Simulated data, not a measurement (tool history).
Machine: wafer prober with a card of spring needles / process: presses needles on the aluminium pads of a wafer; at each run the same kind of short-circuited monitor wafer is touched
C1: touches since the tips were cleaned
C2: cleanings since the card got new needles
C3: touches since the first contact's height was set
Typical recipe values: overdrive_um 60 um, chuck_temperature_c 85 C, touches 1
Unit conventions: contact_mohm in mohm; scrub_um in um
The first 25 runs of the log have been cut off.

At day 10.462: tips cleaned on abrasive film.
Run 26, day 10.508: usual settings but overdrive_um 68 um, chuck_temperature_c 28 C; C1 887; C2 71; C3 113194. Result: contact_mohm 240 mohm, scrub_um 13.3 um.
At day 10.838: tips cleaned on abrasive film.
Run 27, day 11.021: usual settings but overdrive_um 68 um, chuck_temperature_c 28 C; C1 3519; C2 72; C3 122988. Result: contact_mohm 234 mohm, scrub_um 13.26 um.
At day 11.212: tips cleaned on abrasive film.
Run 28, day 11.321: usual settings but touches 3; C1 2123; C2 73; C3 128688. Result: contact_mohm 263 mohm, scrub_um 11.74 um.
At day 11.554: tips cleaned on abrasive film.
Run 29, day 11.842: usual settings but overdrive_um 56 um, chuck_temperature_c 125 C, touches 2; C1 5523; C2 74; C3 138594. Result: contact_mohm 275 mohm, scrub_um 10.96 um.
At day 11.908: tips cleaned on abrasive film.
At day 12.288: tips cleaned on abrasive film.
Run 30, day 12.288: usual settings but overdrive_um 57 um; C1 0; C2 76; C3 147033. Result: contact_mohm 261 mohm, scrub_um 11.16 um.
At day 12.65: tips cleaned on abrasive film.
Run 31, day 12.679: usual settings but overdrive_um 55 um, chuck_temperature_c 32 C, touches 3; C1 577; C2 77; C3 154531. Result: contact_mohm 245 mohm, scrub_um 10.67 um.
At day 12.988: tips cleaned on abrasive film.
Run 32, day 13.283: usual settings but overdrive_um 40 um, chuck_temperature_c 41 C; C1 5639; C2 78; C3 166048. Result: contact_mohm 268 mohm, scrub_um 7.73 um.
At day 13.329: tips cleaned on abrasive film.
At day 13.683: tips cleaned on abrasive film.
Run 33, day 13.688: usual settings but overdrive_um 40 um, chuck_temperature_c 41 C, touches 3; C1 18; C2 80; C3 173657. Result: contact_mohm 267 mohm, scrub_um 7.82 um.

Each row is a separate what-if for the run after 33, all from the same tool condition, not one after another. Results?
At day 14.038: tips cleaned on abrasive film.
Run A, day 14.162: usual settings but overdrive_um 76 um; C1 2448; C2 81; C3 182772. Result: contact_mohm ?, scrub_um ?.
At day 14.038: tips cleaned on abrasive film.
Run B, day 14.162: usual settings but overdrive_um 51 um, chuck_temperature_c 49 C, touches 2; C1 2448; C2 81; C3 182772. Result: contact_mohm ?, scrub_um ?.
At day 14.038: tips cleaned on abrasive film.
Run C, day 14.162: usual settings but overdrive_um 49 um, chuck_temperature_c 106 C, touches 3; C1 2448; C2 81; C3 182772. Result: contact_mohm ?, scrub_um ?.

run  contact_mohm  scrub_um
  A           250     14.83
  B           257      9.92
  C           271      9.59
Without the tool's unlogged condition, the same runs would have read:
run  contact_mohm  scrub_um
  A           250     14.83
  B           256      9.92
  C           271      9.59
